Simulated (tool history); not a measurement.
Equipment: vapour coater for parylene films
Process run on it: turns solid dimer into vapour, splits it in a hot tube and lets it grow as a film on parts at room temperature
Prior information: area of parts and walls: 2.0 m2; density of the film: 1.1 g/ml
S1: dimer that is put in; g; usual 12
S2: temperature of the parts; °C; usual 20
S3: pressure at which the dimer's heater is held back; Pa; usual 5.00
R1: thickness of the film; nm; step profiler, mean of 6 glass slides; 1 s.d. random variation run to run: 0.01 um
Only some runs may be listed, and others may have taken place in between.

| run | hour | S1 | S2 | S3 | R1 |
|---|---|---|---|---|---|
| 1 | 0.0 | 12 | 20 | 5.00 | 2560 |
| 2 | 13.8 | 12 | 18 | 5.00 | 2720 |
| 3 | 20.3 | 12 | 18 | 5.00 | 2710 |
| 4 | 30.6 | 15 | 20 | 5.00 | 3210 |
|  | 38.8 | trap's valve overhauled |
| 5 | 41.7 | 11 | 20 | 5.00 | 2360 |
| 6 | 50.3 | 11 | 20 | 5.00 | 2370 |
| 7 | 60.0 | 6 | 21 | 10.15 | 1230 |
| 8 | 72.5 | 6 | 21 | 10.15 | 1200 |
| 9 | 85.5 | 6 | 21 | 10.15 | 1210 |
| 10 | 94.0 | 6 | 21 | 10.15 | 1230 |

Predict the results of run 11:
| 11 | 109.2 | 6 | 21 | 10.15 | ? |

R1: 1210 nm
On a tool with no hidden condition, and with the same random variation, this run would have come out at R1 1200 nm.
